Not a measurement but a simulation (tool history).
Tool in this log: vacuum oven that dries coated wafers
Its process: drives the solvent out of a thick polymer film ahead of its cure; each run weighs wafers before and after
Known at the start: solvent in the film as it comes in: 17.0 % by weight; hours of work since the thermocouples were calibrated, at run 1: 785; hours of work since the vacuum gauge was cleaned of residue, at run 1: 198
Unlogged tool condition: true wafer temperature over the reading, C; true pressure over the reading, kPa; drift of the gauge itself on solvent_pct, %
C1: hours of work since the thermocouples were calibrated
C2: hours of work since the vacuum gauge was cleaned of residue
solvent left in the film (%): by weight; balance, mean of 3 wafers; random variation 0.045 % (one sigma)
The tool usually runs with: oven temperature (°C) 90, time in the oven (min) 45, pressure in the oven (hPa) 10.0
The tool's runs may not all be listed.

{"run": 1, "day": 0.0, "oven temperature (°C)": 90, "time in the oven (min)": 45, "pressure in the oven (hPa)": 10.0, "C1": 785, "C2": 198, "solvent left in the film (%)": 1.03}
{"run": 2, "day": 0.346, "oven temperature (°C)": 90, "time in the oven (min)": 45, "pressure in the oven (hPa)": 10.0, "C1": 789, "C2": 202, "solvent left in the film (%)": 0.94}
{"run": 3, "day": 0.679, "oven temperature (°C)": 76, "time in the oven (min)": 45, "pressure in the oven (hPa)": 10.0, "C1": 792, "C2": 205, "solvent left in the film (%)": 3.25}
{"run": 4, "day": 1.312, "oven temperature (°C)": 76, "time in the oven (min)": 45, "pressure in the oven (hPa)": 10.0, "C1": 799, "C2": 212, "solvent left in the film (%)": 3.26}
{"run": 5, "day": 1.929, "oven temperature (°C)": 76, "time in the oven (min)": 45, "pressure in the oven (hPa)": 10.0, "C1": 806, "C2": 219, "solvent left in the film (%)": 3.39}
{"run": 6, "day": 2.392, "oven temperature (°C)": 90, "time in the oven (min)": 45, "pressure in the oven (hPa)": 13.5, "C1": 811, "C2": 224, "solvent left in the film (%)": 1.12}
{"run": 7, "day": 2.804, "oven temperature (°C)": 90, "time in the oven (min)": 62, "pressure in the oven (hPa)": 31.3, "C1": 815, "C2": 228, "solvent left in the film (%)": 1.7}
{"run": 8, "day": 3.288, "oven temperature (°C)": 90, "time in the oven (min)": 62, "pressure in the oven (hPa)": 31.3, "C1": 821, "C2": 234, "solvent left in the film (%)": 1.71}
{"run": 9, "day": 3.896, "oven temperature (°C)": 105, "time in the oven (min)": 39, "pressure in the oven (hPa)": 22.1, "C1": 827, "C2": 240, "solvent left in the film (%)": 0.77}
{"run": 10, "day": 4.379, "oven temperature (°C)": 90, "time in the oven (min)": 54, "pressure in the oven (hPa)": 9.7, "C1": 833, "C2": 245, "solvent left in the film (%)": 0.78}
{"run": 11, "day": 4.717, "oven temperature (°C)": 90, "time in the oven (min)": 35, "pressure in the oven (hPa)": 9.6, "C1": 836, "C2": 249, "solvent left in the film (%)": 1.55}

What if the next run were any one of these 3? Each begins from the tool's condition after run 11:
{"run": "A", "day": 5.021, "oven temperature (°C)": 98, "time in the oven (min)": 46, "pressure in the oven (hPa)": 10.0, "C1": 840, "C2": 252, "solvent left in the film (%)": "?"}
{"run": "B", "day": 5.021, "oven temperature (°C)": 90, "time in the oven (min)": 45, "pressure in the oven (hPa)": 5.2, "C1": 840, "C2": 252, "solvent left in the film (%)": "?"}
{"run": "C", "day": 5.021, "oven temperature (°C)": 90, "time in the oven (min)": 35, "pressure in the oven (hPa)": 12.3, "C1": 840, "C2": 252, "solvent left in the film (%)": "?"}

run=A solvent_left_in_the_film_(%)=0.49
run=B solvent_left_in_the_film_(%)=0.78
run=C solvent_left_in_the_film_(%)=1.61
Had the tool no hidden state, the same runs would have come out as:
run=A solvent_left_in_the_film_(%)=0.43
run=B solvent_left_in_the_film_(%)=0.66
run=C solvent_left_in_the_film_(%)=1.45
